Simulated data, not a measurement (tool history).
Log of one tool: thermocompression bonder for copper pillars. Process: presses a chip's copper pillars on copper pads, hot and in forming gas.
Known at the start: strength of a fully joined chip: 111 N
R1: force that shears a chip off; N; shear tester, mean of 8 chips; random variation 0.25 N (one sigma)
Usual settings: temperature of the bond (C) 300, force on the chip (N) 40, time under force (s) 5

run 1 hour=0 | temperature_of_the_bond_(C)=300 force_on_the_chip_(N)=40 time_under_force_(s)=5 | R1=50.4
run 2 hour=10.9 | temperature_of_the_bond_(C)=300 force_on_the_chip_(N)=40 time_under_force_(s)=5 | R1=50.9
run 3 hour=23.9 | temperature_of_the_bond_(C)=302 force_on_the_chip_(N)=40 time_under_force_(s)=5 | R1=51.6
run 4 hour=31 | temperature_of_the_bond_(C)=302 force_on_the_chip_(N)=40 time_under_force_(s)=8 | R1=60.3
-- hour=39 forming gas filter changed
run 5 hour=40.2 | temperature_of_the_bond_(C)=301 force_on_the_chip_(N)=40 time_under_force_(s)=5 | R1=53.3
run 6 hour=48.6 | temperature_of_the_bond_(C)=301 force_on_the_chip_(N)=40 time_under_force_(s)=5 | R1=53.4
run 7 hour=56.1 | temperature_of_the_bond_(C)=301 force_on_the_chip_(N)=40 time_under_force_(s)=5 | R1=53
run 8 hour=66 | temperature_of_the_bond_(C)=300 force_on_the_chip_(N)=40 time_under_force_(s)=5 | R1=52.2
run 9 hour=72.8 | temperature_of_the_bond_(C)=300 force_on_the_chip_(N)=40 time_under_force_(s)=7 | R1=58.1
run 10 hour=84.9 | temperature_of_the_bond_(C)=300 force_on_the_chip_(N)=40 time_under_force_(s)=5 | R1=52
run 11 hour=91.4 | temperature_of_the_bond_(C)=300 force_on_the_chip_(N)=40 time_under_force_(s)=5 | R1=51.7
-- hour=93.9 force cell calibrated
run 12 hour=105.8 | temperature_of_the_bond_(C)=300 force_on_the_chip_(N)=40 time_under_force_(s)=3 | R1=43.3
run 13 hour=113.7 | temperature_of_the_bond_(C)=300 force_on_the_chip_(N)=29 time_under_force_(s)=3 | R1=30.2
run 14 hour=122 | temperature_of_the_bond_(C)=300 force_on_the_chip_(N)=40 time_under_force_(s)=5 | R1=52.2
run 15 hour=134 | temperature_of_the_bond_(C)=300 force_on_the_chip_(N)=40 time_under_force_(s)=5 | R1=51.5
run 16 hour=145.8 | temperature_of_the_bond_(C)=300 force_on_the_chip_(N)=58 time_under_force_(s)=5 | R1=71.3
run 17 hour=152.1 | temperature_of_the_bond_(C)=300 force_on_the_chip_(N)=40 time_under_force_(s)=5 | R1=51.4
run 18 hour=160.3 | temperature_of_the_bond_(C)=300 force_on_the_chip_(N)=40 time_under_force_(s)=5 | R1=51.6
-- hour=171.9 force cell calibrated, once more
run 19 hour=175.4 | temperature_of_the_bond_(C)=300 force_on_the_chip_(N)=35 time_under_force_(s)=5 | R1=44.6
run 20 hour=188.9 | temperature_of_the_bond_(C)=300 force_on_the_chip_(N)=40 time_under_force_(s)=5 | R1=50.6
run 21 hour=199.3 | temperature_of_the_bond_(C)=300 force_on_the_chip_(N)=40 time_under_force_(s)=5 | R1=50.7
run 22 hour=206 | temperature_of_the_bond_(C)=300 force_on_the_chip_(N)=49 time_under_force_(s)=8 | R1=69.5
run 23 hour=218.6 | temperature_of_the_bond_(C)=300 force_on_the_chip_(N)=49 time_under_force_(s)=8 | R1=69.6
run 24 hour=225.1 | temperature_of_the_bond_(C)=300 force_on_the_chip_(N)=49 time_under_force_(s)=8 | R1=69.6
run 25 hour=239.7 | temperature_of_the_bond_(C)=300 force_on_the_chip_(N)=49 time_under_force_(s)=8 | R1=69.3
run 26 hour=247.2 | temperature_of_the_bond_(C)=328 force_on_the_chip_(N)=49 time_under_force_(s)=4 | R1=74.2
run 27 hour=261.7 | temperature_of_the_bond_(C)=328 force_on_the_chip_(N)=29 time_under_force_(s)=4 | R1=47
-- hour=267.1 forming gas filter changed
run 28 hour=275.3 | temperature_of_the_bond_(C)=271 force_on_the_chip_(N)=29 time_under_force_(s)=4 | R1=21.4
run 29 hour=283.7 | temperature_of_the_bond_(C)=291 force_on_the_chip_(N)=45 time_under_force_(s)=11 | R1=67.2
run 30 hour=297.6 | temperature_of_the_bond_(C)=313 force_on_the_chip_(N)=34 time_under_force_(s)=4 | R1=47.5
run 31 hour=307.7 | temperature_of_the_bond_(C)=322 force_on_the_chip_(N)=37 time_under_force_(s)=3 | R1=52.1
run 32 hour=318 | temperature_of_the_bond_(C)=300 force_on_the_chip_(N)=26 time_under_force_(s)=5 | R1=32.7
run 33 hour=326.4 | temperature_of_the_bond_(C)=300 force_on_the_chip_(N)=34 time_under_force_(s)=5 | R1=44
run 34 hour=337.4 | temperature_of_the_bond_(C)=305 force_on_the_chip_(N)=32 time_under_force_(s)=3 | R1=36
run 35 hour=349.4 | temperature_of_the_bond_(C)=304 force_on_the_chip_(N)=45 time_under_force_(s)=5 | R1=59.8
run 36 hour=356.4 | temperature_of_the_bond_(C)=286 force_on_the_chip_(N)=47 time_under_force_(s)=5 | R1=49.7
run 37 hour=369.4 | temperature_of_the_bond_(C)=271 force_on_the_chip_(N)=40 time_under_force_(s)=8 | R1=39.9
run 38 hour=378.5 | temperature_of_the_bond_(C)=300 force_on_the_chip_(N)=40 time_under_force_(s)=10 | R1=64.1
run 39 hour=385.9 | temperature_of_the_bond_(C)=275 force_on_the_chip_(N)=56 time_under_force_(s)=7 | R1=56.1
run 40 hour=393.7 | temperature_of_the_bond_(C)=297 force_on_the_chip_(N)=40 time_under_force_(s)=5 | R1=48.7
run 41 hour=402.7 | temperature_of_the_bond_(C)=321 force_on_the_chip_(N)=40 time_under_force_(s)=5 | R1=64.8

Measured less the same run without the tool's hidden state. The same run-to-run variation is in both; the gauge's scatter may not be:
The hidden state here: true temperature of the bond over the reading, C; force that reaches the chip, % of what is set; oxide that the forming gas leaves, % of the face; drift of the gauge itself on shear_n, %.
run=1 R1=-3.3
run=2 R1=-3.5
run=3 R1=-3.7
run=4 R1=-4.4
run=5 R1=-1.3
run=6 R1=-1.4
run=7 R1=-1.5
run=8 R1=-1.6
run=9 R1=-1.8
run=10 R1=-1.9
run=11 R1=-2
run=12 R1=-1.6
run=13 R1=-1.2
run=14 R1=-2
run=15 R1=-2.2
run=16 R1=-3
run=17 R1=-2.4
run=18 R1=-2.5
run=19 R1=-2.9
run=20 R1=-3.4
run=21 R1=-3.6
run=22 R1=-4.6
run=23 R1=-4.8
run=24 R1=-4.9
run=25 R1=-5.1
run=26 R1=-5.4
run=27 R1=-4
run=28 R1=-1
run=29 R1=-2.1
run=30 R1=-1.9
run=31 R1=-2.1
run=32 R1=-1.7
run=33 R1=-2.2
run=34 R1=-2
run=35 R1=-3
run=36 R1=-2.8
run=37 R1=-2.8
run=38 R1=-3.6
run=39 R1=-3.6
run=40 R1=-3.2
run=41 R1=-3.8
